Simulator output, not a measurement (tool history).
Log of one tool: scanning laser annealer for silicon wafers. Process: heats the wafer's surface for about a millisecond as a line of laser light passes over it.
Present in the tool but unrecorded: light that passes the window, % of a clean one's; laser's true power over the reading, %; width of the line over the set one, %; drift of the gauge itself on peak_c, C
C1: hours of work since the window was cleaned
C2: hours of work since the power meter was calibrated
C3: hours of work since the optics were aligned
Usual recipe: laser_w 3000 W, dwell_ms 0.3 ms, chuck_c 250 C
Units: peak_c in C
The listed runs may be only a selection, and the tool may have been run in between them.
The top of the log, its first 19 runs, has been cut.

run 20 day=29.079 | laser_w=3000 dwell_ms=0.3 chuck_c=236 | C1=362 C2=1013 C3=190 | peak_c=1050
run 21 day=30.8 | laser_w=3000 dwell_ms=0.255 chuck_c=238 | C1=380 C2=1031 C3=208 | peak_c=982
run 22 day=32.858 | laser_w=3000 dwell_ms=0.255 chuck_c=238 | C1=402 C2=1053 C3=230 | peak_c=981
run 23 day=34.579 | laser_w=3000 dwell_ms=0.255 chuck_c=238 | C1=420 C2=1071 C3=248 | peak_c=981
run 24 day=35.967 | laser_w=2827 dwell_ms=0.224 chuck_c=246 | C1=434 C2=1086 C3=263 | peak_c=892
run 25 day=37.742 | laser_w=2645 dwell_ms=0.251 chuck_c=280 | C1=453 C2=1104 C3=282 | peak_c=924
-- day=38.054 laser's power meter calibrated
run 26 day=39.85 | laser_w=3000 dwell_ms=0.312 chuck_c=285 | C1=474 C2=19 C3=303 | peak_c=1119
run 27 day=41.496 | laser_w=3098 dwell_ms=0.227 chuck_c=250 | C1=491 C2=36 C3=320 | peak_c=970
run 28 day=43.742 | laser_w=3098 dwell_ms=0.227 chuck_c=250 | C1=515 C2=60 C3=344 | peak_c=969
run 29 day=44.829 | laser_w=3098 dwell_ms=0.227 chuck_c=250 | C1=527 C2=72 C3=355 | peak_c=971
run 30 day=45.946 | laser_w=3098 dwell_ms=0.227 chuck_c=250 | C1=538 C2=83 C3=367 | peak_c=970
run 31 day=47.912 | laser_w=2603 dwell_ms=0.251 chuck_c=235 | C1=559 C2=104 C3=388 | peak_c=866
run 32 day=49.888 | laser_w=3000 dwell_ms=0.348 chuck_c=210 | C1=580 C2=125 C3=409 | peak_c=1093
-- day=51.162 laser's power meter calibrated, once more
run 33 day=51.696 | laser_w=3000 dwell_ms=0.348 chuck_c=210 | C1=598 C2=6 C3=426 | peak_c=1080
run 34 day=53.112 | laser_w=3000 dwell_ms=0.339 chuck_c=210 | C1=613 C2=21 C3=441 | peak_c=1066
run 35 day=54.138 | laser_w=2559 dwell_ms=0.243 chuck_c=236 | C1=624 C2=31 C3=452 | peak_c=834
run 36 day=55.221 | laser_w=3054 dwell_ms=0.3 chuck_c=277 | C1=635 C2=43 C3=464 | peak_c=1091
-- day=55.404 window over the wafer cleaned
run 37 day=56.717 | laser_w=3054 dwell_ms=0.3 chuck_c=277 | C1=14 C2=58 C3=478 | peak_c=1115
run 38 day=57.675 | laser_w=3248 dwell_ms=0.23 chuck_c=253 | C1=24 C2=68 C3=489 | peak_c=1023

3 options for the next run, each taken on its own from the tool as it stands now. Forecast them:
run A day=58.767 | laser_w=2743 dwell_ms=0.34 chuck_c=245 | C1=36 C2=79 C3=500 | peak_c=?
run B day=58.767 | laser_w=2555 dwell_ms=0.243 chuck_c=253 | C1=36 C2=79 C3=500 | peak_c=?
run C day=58.767 | laser_w=2882 dwell_ms=0.3 chuck_c=250 | C1=36 C2=79 C3=500 | peak_c=?

run=A peak_c=1044
run=B peak_c=867
run=C peak_c=1037
Take away the tool's hidden state, keep each run's random variation, and the runs would have read:
run=A peak_c=1047
run=B peak_c=870
run=C peak_c=1040

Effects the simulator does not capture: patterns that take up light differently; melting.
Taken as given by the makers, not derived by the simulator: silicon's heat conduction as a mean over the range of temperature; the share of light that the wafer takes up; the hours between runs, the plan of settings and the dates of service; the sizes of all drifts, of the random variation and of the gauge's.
